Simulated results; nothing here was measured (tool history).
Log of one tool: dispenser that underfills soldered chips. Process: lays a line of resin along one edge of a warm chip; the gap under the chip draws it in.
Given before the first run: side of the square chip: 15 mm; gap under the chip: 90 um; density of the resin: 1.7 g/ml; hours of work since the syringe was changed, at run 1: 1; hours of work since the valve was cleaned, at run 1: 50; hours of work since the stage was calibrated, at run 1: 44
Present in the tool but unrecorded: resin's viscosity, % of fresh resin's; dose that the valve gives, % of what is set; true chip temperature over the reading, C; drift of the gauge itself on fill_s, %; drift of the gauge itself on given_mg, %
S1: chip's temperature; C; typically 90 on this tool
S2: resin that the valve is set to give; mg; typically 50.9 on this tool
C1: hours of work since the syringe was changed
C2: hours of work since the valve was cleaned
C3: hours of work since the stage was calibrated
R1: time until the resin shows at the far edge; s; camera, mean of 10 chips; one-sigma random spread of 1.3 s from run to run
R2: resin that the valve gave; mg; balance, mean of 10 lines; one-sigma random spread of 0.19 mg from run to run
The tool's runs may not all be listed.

run  hour  S1    S2  C1  C2  C3     R1     R2
  1   0.0  90  50.9   1  50  44  132.5  48.55
  2   6.1  90  44.2   5  54  48  170.0  41.87
     10.6  -- new syringe of resin
  3  13.3  90  44.2   2  59  53  147.9  41.62
  4  20.3  90  54.0   7  65  58  178.9  50.61
     22.3  -- new syringe of resin
  5  24.5  90  54.0   2  68  61  138.3  50.88
  6  29.7  90  64.3   6  71  65  162.0  59.91
     33.7  -- new syringe of resin
  7  34.7  96  50.9   1  75  69  113.4  47.14
  8  39.0  80  50.0   4  78  72  210.4  46.12
  9  42.5  80  50.0   7  81  75  242.1  46.14
     45.5  -- new syringe of resin
 10  48.8  83  51.6   2  85  79  177.5  47.37
     54.5  -- dispensing valve cleaned and set on the balance
 11  56.4  85  53.5   7   1  84  207.4  53.36

Predict each of these 4 candidate next runs independently; none follows another, all start after run 11:
     58.3  -- new syringe of resin
  A  62.5  96  44.9   3   6  88   ?   ?
     58.3  -- new syringe of resin
  B  62.5  96  55.7   3   6  88   ?   ?
     58.3  -- new syringe of resin
  C  62.5  93  61.8   3   6  88   ?   ?
     58.3  -- new syringe of resin
  D  62.5  81  56.8   3   6  88   ?   ?

run     R1     R2
  A  125.9  44.38
  B  122.1  55.11
  C  130.8  61.35
  D  187.4  56.36
Had the tool no hidden state, the same runs would have come out as:
run     R1     R2
  A  107.0  44.74
  B  104.0  55.56
  C  111.4  61.85
  D  159.3  56.82

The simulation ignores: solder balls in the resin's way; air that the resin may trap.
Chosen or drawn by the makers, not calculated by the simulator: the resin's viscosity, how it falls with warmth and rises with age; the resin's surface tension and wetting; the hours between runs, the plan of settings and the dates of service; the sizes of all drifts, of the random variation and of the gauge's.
